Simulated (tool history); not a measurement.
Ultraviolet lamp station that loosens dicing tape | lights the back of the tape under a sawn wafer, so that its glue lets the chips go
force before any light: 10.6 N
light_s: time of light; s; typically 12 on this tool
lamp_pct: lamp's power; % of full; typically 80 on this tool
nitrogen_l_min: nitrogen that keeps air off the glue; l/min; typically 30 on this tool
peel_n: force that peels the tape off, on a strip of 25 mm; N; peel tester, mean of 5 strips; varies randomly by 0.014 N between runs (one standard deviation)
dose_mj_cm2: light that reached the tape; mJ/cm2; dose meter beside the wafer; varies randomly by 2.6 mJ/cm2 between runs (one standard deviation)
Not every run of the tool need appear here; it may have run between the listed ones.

run 1 day=0 | light_s=12 lamp_pct=80 nitrogen_l_min=30 | peel_n=0.748 dose_mj_cm2=315
run 2 day=1.417 | light_s=12 lamp_pct=80 nitrogen_l_min=30 | peel_n=0.772 dose_mj_cm2=310
run 3 day=2.5 | light_s=12 lamp_pct=94 nitrogen_l_min=30 | peel_n=0.562 dose_mj_cm2=356
-- day=2.829 window cleaned of glue's vapour
run 4 day=3.967 | light_s=7 lamp_pct=80 nitrogen_l_min=30 | peel_n=1.956 dose_mj_cm2=188
run 5 day=5.283 | light_s=7 lamp_pct=80 nitrogen_l_min=30 | peel_n=1.99 dose_mj_cm2=180
run 6 day=7.125 | light_s=7 lamp_pct=80 nitrogen_l_min=30 | peel_n=2.112 dose_mj_cm2=177
run 7 day=8.246 | light_s=7 lamp_pct=80 nitrogen_l_min=30 | peel_n=2.162 dose_mj_cm2=176
run 8 day=9.625 | light_s=7 lamp_pct=80 nitrogen_l_min=30 | peel_n=2.147 dose_mj_cm2=171
run 9 day=10.688 | light_s=7 lamp_pct=80 nitrogen_l_min=30 | peel_n=2.163 dose_mj_cm2=168
run 10 day=12.175 | light_s=12 lamp_pct=68 nitrogen_l_min=30 | peel_n=1.199 dose_mj_cm2=245
run 11 day=13.612 | light_s=12 lamp_pct=68 nitrogen_l_min=30 | peel_n=1.225 dose_mj_cm2=238
run 12 day=15.221 | light_s=12 lamp_pct=80 nitrogen_l_min=30 | peel_n=0.962 dose_mj_cm2=275
-- day=16.071 window cleaned of glue's vapour
run 13 day=17.225 | light_s=12 lamp_pct=80 nitrogen_l_min=30 | peel_n=0.867 dose_mj_cm2=288
run 14 day=18.733 | light_s=12 lamp_pct=80 nitrogen_l_min=30 | peel_n=0.924 dose_mj_cm2=283
run 15 day=19.704 | light_s=12 lamp_pct=80 nitrogen_l_min=30 | peel_n=0.905 dose_mj_cm2=281
run 16 day=20.617 | light_s=20 lamp_pct=80 nitrogen_l_min=30 | peel_n=0.359 dose_mj_cm2=463
run 17 day=22.617 | light_s=20 lamp_pct=80 nitrogen_l_min=30 | peel_n=0.387 dose_mj_cm2=456
run 18 day=24.542 | light_s=20 lamp_pct=80 nitrogen_l_min=10 | peel_n=0.985 dose_mj_cm2=448
run 19 day=26.008 | light_s=18 lamp_pct=80 nitrogen_l_min=10 | peel_n=1.218 dose_mj_cm2=390
run 20 day=27.429 | light_s=18 lamp_pct=80 nitrogen_l_min=36 | peel_n=0.444 dose_mj_cm2=383
run 21 day=28.992 | light_s=14 lamp_pct=80 nitrogen_l_min=30 | peel_n=0.837 dose_mj_cm2=293
-- day=29.175 window cleaned of glue's vapour
run 22 day=30.542 | light_s=14 lamp_pct=80 nitrogen_l_min=30 | peel_n=0.785 dose_mj_cm2=299
run 23 day=32.304 | light_s=14 lamp_pct=80 nitrogen_l_min=30 | peel_n=0.832 dose_mj_cm2=294

The next listed run, before its measurement:
run 24 day=33.954 | light_s=23 lamp_pct=81 nitrogen_l_min=27 | peel_n=? dose_mj_cm2=?

Run 24 came out at peel_n 0.358 N, dose_mj_cm2 484 mJ/cm2.
Take away the tool's hidden state, keep the run-to-run variation as it was, and the same run would have given peel_n 0.268 N, dose_mj_cm2 645 mJ/cm2.
